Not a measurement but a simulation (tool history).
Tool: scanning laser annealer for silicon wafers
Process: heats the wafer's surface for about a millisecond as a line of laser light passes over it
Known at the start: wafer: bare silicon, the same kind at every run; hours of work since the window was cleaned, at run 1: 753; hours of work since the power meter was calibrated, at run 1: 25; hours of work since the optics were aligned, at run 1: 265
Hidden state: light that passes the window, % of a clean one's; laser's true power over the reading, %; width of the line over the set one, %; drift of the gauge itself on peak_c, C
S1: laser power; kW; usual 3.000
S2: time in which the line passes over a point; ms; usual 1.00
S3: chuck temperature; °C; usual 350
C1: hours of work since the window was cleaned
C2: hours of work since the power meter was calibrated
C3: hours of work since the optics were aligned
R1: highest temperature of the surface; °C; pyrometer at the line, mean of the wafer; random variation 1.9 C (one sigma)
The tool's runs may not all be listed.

{"run": 1, "day": 0.0, "S1": 3.0, "S2": 1.0, "S3": 350, "C1": 753, "C2": 25, "C3": 265, "R1": 1075}
{"run": 2, "day": 0.288, "S1": 3.0, "S2": 1.0, "S3": 350, "C1": 756, "C2": 28, "C3": 268, "R1": 1076}
{"run": 3, "day": 0.554, "S1": 3.0, "S2": 1.0, "S3": 350, "C1": 759, "C2": 31, "C3": 270, "R1": 1078}
{"run": 4, "day": 0.812, "S1": 3.0, "S2": 1.0, "S3": 350, "C1": 762, "C2": 34, "C3": 273, "R1": 1074}
{"run": 5, "day": 1.192, "S1": 3.0, "S2": 1.0, "S3": 350, "C1": 766, "C2": 38, "C3": 277, "R1": 1077}
{"run": 6, "day": 1.383, "S1": 3.0, "S2": 0.73, "S3": 350, "C1": 768, "C2": 40, "C3": 279, "R1": 960}
{"run": 7, "day": 1.738, "S1": 2.727, "S2": 1.0, "S3": 350, "C1": 771, "C2": 43, "C3": 283, "R1": 990}
{"run": 8, "day": 2.054, "S1": 2.727, "S2": 1.0, "S3": 350, "C1": 775, "C2": 47, "C3": 286, "R1": 986}
{"run": 9, "day": 2.292, "S1": 3.0, "S2": 1.0, "S3": 350, "C1": 777, "C2": 49, "C3": 288, "R1": 1076}
{"run": 10, "day": 2.658, "S1": 3.0, "S2": 1.0, "S3": 350, "C1": 781, "C2": 53, "C3": 292, "R1": 1073}
{"run": 11, "day": 2.954, "S1": 3.0, "S2": 1.0, "S3": 350, "C1": 784, "C2": 56, "C3": 295, "R1": 1073}
{"run": 12, "day": 3.133, "S1": 3.0, "S2": 1.0, "S3": 350, "C1": 786, "C2": 58, "C3": 297, "R1": 1071}
{"run": 13, "day": 3.367, "S1": 2.774, "S2": 0.78, "S3": 325, "C1": 788, "C2": 60, "C3": 299, "R1": 898}
{"run": 14, "day": 3.538, "S1": 2.774, "S2": 1.08, "S3": 328, "C1": 790, "C2": 62, "C3": 301, "R1": 1006}
{"run": 15, "day": 3.875, "S1": 2.774, "S2": 1.08, "S3": 328, "C1": 793, "C2": 65, "C3": 305, "R1": 1009}
{"run": 16, "day": 4.212, "S1": 3.073, "S2": 1.16, "S3": 375, "C1": 797, "C2": 69, "C3": 308, "R1": 1180}
{"run": 17, "day": 4.496, "S1": 3.099, "S2": 0.87, "S3": 325, "C1": 800, "C2": 72, "C3": 311, "R1": 1025}
{"run": 18, "day": 4.867, "S1": 3.0, "S2": 1.0, "S3": 383, "C1": 804, "C2": 76, "C3": 315, "R1": 1107}
{"run": 19, "day": 5.108, "S1": 2.817, "S2": 1.07, "S3": 371, "C1": 806, "C2": 78, "C3": 317, "R1": 1062}
{"run": 20, "day": 5.454, "S1": 2.817, "S2": 1.07, "S3": 371, "C1": 810, "C2": 82, "C3": 321, "R1": 1062}
{"run": 21, "day": 5.762, "S1": 2.711, "S2": 1.01, "S3": 360, "C1": 813, "C2": 85, "C3": 324, "R1": 996}
{"run": 22, "day": 5.962, "S1": 3.176, "S2": 1.11, "S3": 383, "C1": 815, "C2": 87, "C3": 326, "R1": 1204}
{"run": 23, "day": 6.354, "S1": 3.176, "S2": 1.11, "S3": 383, "C1": 819, "C2": 91, "C3": 330, "R1": 1205}

5 ways to go on from here, each from the tool as it stands after run 23. What would each give?
{"run": "A", "day": 6.667, "S1": 3.23, "S2": 1.13, "S3": 361, "C1": 822, "C2": 94, "C3": 333, "R1": "?"}
{"run": "B", "day": 6.667, "S1": 3.122, "S2": 0.81, "S3": 317, "C1": 822, "C2": 94, "C3": 333, "R1": "?"}
{"run": "C", "day": 6.667, "S1": 2.727, "S2": 1.11, "S3": 330, "C1": 822, "C2": 94, "C3": 333, "R1": "?"}
{"run": "D", "day": 6.667, "S1": 2.805, "S2": 1.11, "S3": 383, "C1": 822, "C2": 94, "C3": 333, "R1": "?"}
{"run": "E", "day": 6.667, "S1": 2.952, "S2": 0.99, "S3": 387, "C1": 822, "C2": 94, "C3": 333, "R1": "?"}

run=A R1=1208
run=B R1=997
run=C R1=1004
run=D R1=1082
run=E R1=1091
Without the tool's hidden state the same runs would have given:
run=A R1=1258
run=B R1=1037
run=C R1=1044
run=D R1=1124
run=E R1=1133
